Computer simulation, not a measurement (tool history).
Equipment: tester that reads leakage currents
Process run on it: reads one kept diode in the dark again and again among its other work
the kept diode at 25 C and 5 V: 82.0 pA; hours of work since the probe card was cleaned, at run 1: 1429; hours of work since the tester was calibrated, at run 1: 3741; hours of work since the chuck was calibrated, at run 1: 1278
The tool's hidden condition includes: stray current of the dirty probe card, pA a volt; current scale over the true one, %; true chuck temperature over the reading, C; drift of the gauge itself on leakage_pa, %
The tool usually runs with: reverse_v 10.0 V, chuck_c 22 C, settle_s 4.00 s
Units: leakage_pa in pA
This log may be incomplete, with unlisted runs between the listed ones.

run,hour,reverse_v,chuck_c,settle_s,hours of work since the probe card was cleaned,hours of work since the tester was calibrated,hours of work since the chuck was calibrated,leakage_pa
1,0.0,10.0,22,4.00,1429,3741,1278,101.37
2,191.0,11.4,22,4.00,1581,3893,1431,111.53
3,294.8,10.0,21,4.00,1664,3975,1513,97.27
4,388.2,10.0,21,4.00,1738,4050,1588,98.60
5,491.2,10.0,22,4.00,1820,4132,1670,106.03
6,590.1,10.0,22,4.00,1899,4211,1749,106.45
7,727.7,10.0,22,4.00,2009,4321,1858,107.66
8,830.1,10.0,22,4.00,2090,4402,1940,108.21
# hour 947.7: probe card cleaned and baked
# hour 949.7: tester calibrated
9,970.0,10.0,50,4.00,16,16,2048,715.94
10,1112.2,10.0,50,4.00,130,130,2161,712.78
11,1242.4,10.0,50,4.00,233,233,2265,710.80
# hour 1256.6: chuck's temperature calibrated
12,1347.1,10.0,22,4.00,315,315,72,91.08
13,1482.5,10.0,22,4.00,423,423,180,92.22
14,1673.5,10.0,22,6.49,575,575,332,92.84
15,1771.1,10.0,22,6.49,653,653,410,94.10
16,1881.9,10.0,22,4.09,741,741,498,94.31
17,2052.8,10.0,22,4.09,878,878,635,95.90
18,2133.8,10.0,22,4.09,942,942,699,96.18
19,2297.9,4.3,22,4.00,1073,1073,830,63.52
20,2417.8,4.3,22,4.00,1169,1169,926,63.98
21,2564.3,2.5,42,0.92,1285,1285,1042,230.75
22,2703.7,10.0,20,4.00,1397,1397,1154,88.15

The next listed run, before its measurement:
23,2783.3,10.0,30,0.35,1460,1460,1217,?

Logged for run 23: leakage_pa 182.78 pA.
The same run, on a tool lacking any hidden state, would have yielded leakage_pa 172.37 pA.
